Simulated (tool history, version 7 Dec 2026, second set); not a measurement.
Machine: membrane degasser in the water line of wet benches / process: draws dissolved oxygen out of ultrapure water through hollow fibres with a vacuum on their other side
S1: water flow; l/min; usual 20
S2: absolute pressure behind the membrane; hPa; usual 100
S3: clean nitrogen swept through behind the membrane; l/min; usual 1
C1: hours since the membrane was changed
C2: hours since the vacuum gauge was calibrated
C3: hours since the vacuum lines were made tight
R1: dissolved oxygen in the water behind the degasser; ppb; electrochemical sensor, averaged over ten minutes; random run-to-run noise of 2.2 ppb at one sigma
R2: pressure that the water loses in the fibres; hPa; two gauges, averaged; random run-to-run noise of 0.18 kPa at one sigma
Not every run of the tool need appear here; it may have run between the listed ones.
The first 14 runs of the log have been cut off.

run	hour	S1	S2	S3	C1	C2	C3	R1	R2
15	1648.6	20	100	1	7500	6753	7285	335	357.9
16	1763.8	20	100	2.9	7616	6869	7401	136.6	349
17	1900.6	25	100	1.73	7753	7005	7537	285.4	444.4
18	1985.6	15	83	0.47	7838	7090	7622	372.1	267.9
19	2113	13	83	0.47	7965	7218	7750	327	230.3
# hour 2151.6: seals of the vacuum lines changed
20	2205.1	13	83	0.47	8055	7308	53	327.7	231.1
21	2293.5	13	90	0.47	8143	7396	142	365.9	230.8
22	2476.9	13	90	0.47	8327	7580	325	363.8	231.5
23	2605.6	13	90	0.47	8455	7708	454	363.4	229.1
24	2751.9	13	90	0.47	8602	7855	600	370.8	231.6
# hour 2882.5: vacuum gauge calibrated
25	2885.5	20	72	0.67	8735	3	733	266.1	356
26	3061.6	20	72	0.67	8911	179	910	262.8	355.3
27	3136.9	20	179	2.37	8986	254	985	306.9	357.5
28	3279.4	13	179	1.6	9129	397	1127	279.1	232.7
29	3413.8	13	179	1.6	9263	531	1262	280.5	231.5
30	3523.2	13	179	1.6	9373	641	1371	282.5	236.3
31	3686.1	13	76	2.68	9536	804	1534	54.1	232.1

Predict each of these 3 candidate next runs independently; none follows another, all start after run 31:
A	3781.6	13	100	1.51	9631	899	1629	?	?
B	3781.6	19	80	1.23	9631	899	1629	?	?
C	3781.6	13	99	2.68	9631	899	1629	?	?

run	R1	R2
A	142.5	234.1
B	184	340.1
C	81.7	233.9
With no hidden state in the tool, these same runs would have given:
run	R1	R2
A	138.9	214
B	174.7	310.8
C	79.2	213.7
